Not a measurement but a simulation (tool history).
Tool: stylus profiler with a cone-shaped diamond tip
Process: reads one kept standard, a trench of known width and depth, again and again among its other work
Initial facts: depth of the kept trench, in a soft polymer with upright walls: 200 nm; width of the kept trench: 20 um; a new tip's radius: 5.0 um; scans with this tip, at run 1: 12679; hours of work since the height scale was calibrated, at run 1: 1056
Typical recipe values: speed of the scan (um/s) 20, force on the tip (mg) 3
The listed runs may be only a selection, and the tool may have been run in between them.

run    hour  speed of the scan (um/s)  force on the tip (mg)  scans with this tip  hours of work since the height scale was calibrated  depth of the trench (Å)  width of the trench's floor (um)
  1       0                        20                      3                12679                                                 1056                   2032.4                              16.2
  2    64.2                        20                      3                13251                                                 1103                   2032.4                              16.2
  3   143.2                        20                      3                13953                                                 1162                   2032.1                             16.13
  4     212                        20                      3                14566                                                 1213                   2032.5                              16.1
  5   301.6                        20                      3                15363                                                 1279                   2032.6                                16
  6   342.2                        20                      3                15725                                                 1309                   2032.8                             16.06
  7   391.1                         9                      3                16160                                                 1345                   2032.7                             16.08
  8     456                         9                      3                16737                                                 1393                   2032.8                             16.07
  9   530.1                         9                      3                17397                                                 1448                   2032.9                             15.95
 10   593.9                        10                      3                17964                                                 1495                   2033.1                             15.95
 11   646.9                        10                      3                18437                                                 1535                   2033.6                             15.88
      704.4  -- height scale calibrated on a step standard
 12   704.4                         6                      3                18944                                                    0                   2028.3                              15.9
 13   762.6                        20                      3                19461                                                   43                   2028.5                             15.77
 14   830.5                        54                      3                20066                                                   93                   2028.5                             15.56
 15   884.3                        20                      3                20545                                                  133                   2028.8                             15.74
 16   930.2                         5                   3.96                20953                                                  167                   2034.8                             15.77
 17   970.2                        62                   4.53                21309                                                  197                   2038.4                             15.56
 18  1028.9                        78                      1                21832                                                  240                     2014                             14.96
 19  1116.6                        78                      1                22612                                                  305                   2014.3                             14.99
 20  1158.6                        39                   1.06                22986                                                  337                   2015.4                             15.34
 21  1230.8                        36                   4.05                23628                                                  390                     2036                              15.5
 22  1271.5                         9                   5.43                23991                                                  420                   2043.8                             15.64
 23  1360.6                        30                   6.17                24784                                                  486                   2048.2                             15.53
 24  1437.2                        65                   2.82                25465                                                  543                     2029                             15.23
 25  1521.6                        65                   2.82                26217                                                  605                     2029                             15.08
 26  1578.8                        65                   2.82                26726                                                  648                     2029                             15.15
 27  1644.2                        65                   1.29                27308                                                  696                   2018.5                              14.9
 28  1737.7                        25                   4.26                28140                                                  766                   2038.6                             15.34
 29  1828.5                         6                   1.13                28948                                                  833                   2017.9                             15.41

How would selected steps in depth of the trench (Å) from run to run divide? Give the signed amount a tool lacking its hidden state would still show from settings, what came in and random variation, and the signed amount left for the hidden state, including any gauge scatter that is not in both of the compared results.
Hidden state at play: radius of the tip, um; height scale over the true one, %; drift of the gauge itself on depth_nm, %; drift of the gauge itself on floor_um, %.
Run 4 -> 5: nothing adjusted, nothing logged. depth of the trench (Å) +0.1: hidden state +0.3, all else -0.2.
Run 11 -> 12: speed of the scan (um/s) 10 -> 6, height scale calibrated on a step standard. depth of the trench (Å) -5.3: hidden state -5.2, all else -0.1.
Run 17 -> 18: speed of the scan (um/s) 62 -> 78, force on the tip (mg) 4.53 -> 1. depth of the trench (Å) -24.4: hidden state +0.2, all else -24.6.
Run 28 -> 29: speed of the scan (um/s) 25 -> 6, force on the tip (mg) 4.26 -> 1.13. depth of the trench (Å) -20.7: hidden state +0.2, all else -20.9.
